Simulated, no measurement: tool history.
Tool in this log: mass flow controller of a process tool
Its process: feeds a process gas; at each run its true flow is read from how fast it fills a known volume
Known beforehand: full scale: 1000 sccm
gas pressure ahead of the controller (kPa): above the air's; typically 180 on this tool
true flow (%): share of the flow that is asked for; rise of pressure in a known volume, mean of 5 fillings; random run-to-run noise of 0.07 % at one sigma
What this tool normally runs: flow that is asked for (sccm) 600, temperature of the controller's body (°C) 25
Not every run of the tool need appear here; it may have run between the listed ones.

run    hour  flow that is asked for (sccm)  gas pressure ahead of the controller (kPa)  temperature of the controller's body (°C)  true flow (%)
  1       0                            600                                         180                                         25          98.93
  2   101.7                            600                                         180                                         25           99.1
  3   216.2                            600                                         180                                         25           99.1
  4   295.8                            600                                         180                                         25          99.15
  5   364.4                            600                                         166                                         25          99.34
  6   424.9                            600                                         166                                         25          99.24
  7   547.5                            600                                         180                                         40         100.07
  8     667                            600                                         180                                         40         100.15
  9   783.8                            201                                         180                                         25          98.28
 10   892.7                            600                                         248                                         35          99.45
 11  1017.2                            725                                         144                                         35          100.6
 12  1133.6                            271                                         189                                         25           98.5
 13  1246.9                            175                                         173                                         25          98.38
 14  1314.7                            175                                         173                                         25          98.46

How would selected steps in true flow (%) from run to run divide? Give the signed amount a tool lacking its hidden state would still show from settings, what came in and random variation, and the signed amount left for the hidden state, including any gauge scatter that is not in both of the compared results.
The tool's hidden condition here consists of: flow at rest that the sensor doesn't see, % of full scale; true flow over the shown one, %; drift of the gauge itself on true_pct, %.
Run 7 -> 8: no setting touched and nothing written in the log between the runs. true flow (%) +0.08: hidden state +0.06, all else +0.02.
Run 11 -> 12: flow that is asked for (sccm) 725 -> 271, gas pressure ahead of the controller (kPa) 144 -> 189, temperature of the controller's body (°C) 35 -> 25. true flow (%) -2.1: hidden state +0.04, all else -2.14.
